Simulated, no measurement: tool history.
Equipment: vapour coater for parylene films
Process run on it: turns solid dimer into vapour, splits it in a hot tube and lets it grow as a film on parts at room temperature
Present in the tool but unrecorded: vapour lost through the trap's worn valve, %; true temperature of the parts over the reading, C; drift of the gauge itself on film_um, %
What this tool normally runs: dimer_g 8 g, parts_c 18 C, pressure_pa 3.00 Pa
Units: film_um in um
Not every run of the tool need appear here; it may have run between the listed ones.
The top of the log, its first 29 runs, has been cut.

run,hour,dimer_g,parts_c,pressure_pa,hours of work since the trap's valve was overhauled,hours of work since the table's thermometer was calibrated,film_um
30,397.7,4,12,8.88,231,374,1.96
31,415.2,10,23,10.51,241,384,4.01
32,427.6,4,13,10.51,248,391,1.94
33,437.9,5,10,8.89,254,397,2.58
34,446.9,5,10,8.89,259,402,2.53
35,456.8,5,10,8.89,265,408,2.61
36,472.7,13,14,6.26,274,417,6.46
37,480.3,5,18,4.44,279,421,2.46

For run 38, what comes out?
38,490.8,5,18,4.44,285,428,?

{"run 38": {"film_um": 2.46}}
On a tool with no hidden condition, and with the same random variation, this run would have come out at film_um 2.72 um.

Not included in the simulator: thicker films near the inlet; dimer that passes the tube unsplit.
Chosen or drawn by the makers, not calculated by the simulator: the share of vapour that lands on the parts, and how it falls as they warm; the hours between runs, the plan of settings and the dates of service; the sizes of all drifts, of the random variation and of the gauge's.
